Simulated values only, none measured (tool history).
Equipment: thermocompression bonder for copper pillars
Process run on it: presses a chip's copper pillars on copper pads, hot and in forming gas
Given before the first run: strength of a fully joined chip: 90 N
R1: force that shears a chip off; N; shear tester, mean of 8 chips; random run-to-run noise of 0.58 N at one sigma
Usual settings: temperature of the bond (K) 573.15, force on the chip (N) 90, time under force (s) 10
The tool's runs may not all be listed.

run 1 hour=0.0 | temperature_of_the_bond_(K)=573.15 force_on_the_chip_(N)=90 time_under_force_(s)=10 | R1=31.9
run 2 hour=12.4 | temperature_of_the_bond_(K)=573.15 force_on_the_chip_(N)=55 time_under_force_(s)=10 | R1=20.3
run 3 hour=34.9 | temperature_of_the_bond_(K)=573.15 force_on_the_chip_(N)=90 time_under_force_(s)=10 | R1=31.4
run 4 hour=58.7 | temperature_of_the_bond_(K)=573.15 force_on_the_chip_(N)=86 time_under_force_(s)=10 | R1=30.1
run 5 hour=72.0 | temperature_of_the_bond_(K)=573.15 force_on_the_chip_(N)=86 time_under_force_(s)=10 | R1=30.1
run 6 hour=96.5 | temperature_of_the_bond_(K)=573.15 force_on_the_chip_(N)=86 time_under_force_(s)=10 | R1=31.0
run 7 hour=112.1 | temperature_of_the_bond_(K)=573.15 force_on_the_chip_(N)=90 time_under_force_(s)=10 | R1=31.1
run 8 hour=127.3 | temperature_of_the_bond_(K)=573.15 force_on_the_chip_(N)=90 time_under_force_(s)=11 | R1=31.8
run 9 hour=153.5 | temperature_of_the_bond_(K)=573.15 force_on_the_chip_(N)=90 time_under_force_(s)=11 | R1=32.6
-- hour=163.6 forming gas filter changed
run 10 hour=179.6 | temperature_of_the_bond_(K)=573.15 force_on_the_chip_(N)=90 time_under_force_(s)=11 | R1=35.6
run 11 hour=195.8 | temperature_of_the_bond_(K)=573.15 force_on_the_chip_(N)=90 time_under_force_(s)=8 | R1=31.4
run 12 hour=207.2 | temperature_of_the_bond_(K)=573.15 force_on_the_chip_(N)=90 time_under_force_(s)=8 | R1=30.9
run 13 hour=220.7 | temperature_of_the_bond_(K)=573.15 force_on_the_chip_(N)=90 time_under_force_(s)=10 | R1=34.2
run 14 hour=240.6 | temperature_of_the_bond_(K)=573.15 force_on_the_chip_(N)=90 time_under_force_(s)=10 | R1=33.3
run 15 hour=263.1 | temperature_of_the_bond_(K)=573.15 force_on_the_chip_(N)=90 time_under_force_(s)=19 | R1=42.8
run 16 hour=286.1 | temperature_of_the_bond_(K)=573.15 force_on_the_chip_(N)=90 time_under_force_(s)=7 | R1=29.0
run 17 hour=311.9 | temperature_of_the_bond_(K)=573.15 force_on_the_chip_(N)=90 time_under_force_(s)=7 | R1=28.5
run 18 hour=329.9 | temperature_of_the_bond_(K)=575.15 force_on_the_chip_(N)=62 time_under_force_(s)=6 | R1=18.7
run 19 hour=347.5 | temperature_of_the_bond_(K)=554.15 force_on_the_chip_(N)=112 time_under_force_(s)=6 | R1=25.5
run 20 hour=371.9 | temperature_of_the_bond_(K)=554.15 force_on_the_chip_(N)=132 time_under_force_(s)=13 | R1=39.3
run 21 hour=390.4 | temperature_of_the_bond_(K)=581.15 force_on_the_chip_(N)=77 time_under_force_(s)=9 | R1=30.0
run 22 hour=402.6 | temperature_of_the_bond_(K)=568.15 force_on_the_chip_(N)=72 time_under_force_(s)=26 | R1=36.3
run 23 hour=418.0 | temperature_of_the_bond_(K)=589.15 force_on_the_chip_(N)=99 time_under_force_(s)=23 | R1=55.1
run 24 hour=434.3 | temperature_of_the_bond_(K)=582.15 force_on_the_chip_(N)=99 time_under_force_(s)=30 | R1=55.3
run 25 hour=455.7 | temperature_of_the_bond_(K)=582.15 force_on_the_chip_(N)=106 time_under_force_(s)=20 | R1=50.9
-- hour=482.5 heater calibrated with a thermocouple chip
run 26 hour=482.5 | temperature_of_the_bond_(K)=573.15 force_on_the_chip_(N)=75 time_under_force_(s)=7 | R1=24.8
run 27 hour=499.1 | temperature_of_the_bond_(K)=573.15 force_on_the_chip_(N)=54 time_under_force_(s)=23 | R1=30.3
run 28 hour=516.8 | temperature_of_the_bond_(K)=555.15 force_on_the_chip_(N)=54 time_under_force_(s)=27 | R1=25.4
run 29 hour=541.6 | temperature_of_the_bond_(K)=564.15 force_on_the_chip_(N)=93 time_under_force_(s)=9 | R1=31.2
run 30 hour=554.7 | temperature_of_the_bond_(K)=564.15 force_on_the_chip_(N)=69 time_under_force_(s)=11 | R1=25.3
run 31 hour=577.8 | temperature_of_the_bond_(K)=597.15 force_on_the_chip_(N)=100 time_under_force_(s)=10 | R1=49.0
run 32 hour=603.8 | temperature_of_the_bond_(K)=597.15 force_on_the_chip_(N)=100 time_under_force_(s)=10 | R1=47.9

Forecast each of these 3 alternatives for the next run:
run A hour=617.7 | temperature_of_the_bond_(K)=566.15 force_on_the_chip_(N)=100 time_under_force_(s)=23 | R1=?
run B hour=617.7 | temperature_of_the_bond_(K)=548.15 force_on_the_chip_(N)=100 time_under_force_(s)=11 | R1=?
run C hour=617.7 | temperature_of_the_bond_(K)=597.15 force_on_the_chip_(N)=132 time_under_force_(s)=10 | R1=?

run=A R1=46.9
run=B R1=28.1
run=C R1=57.9
Without the tool's hidden state the same runs would have given:
run=A R1=50.1
run=B R1=30.0
run=C R1=62.1
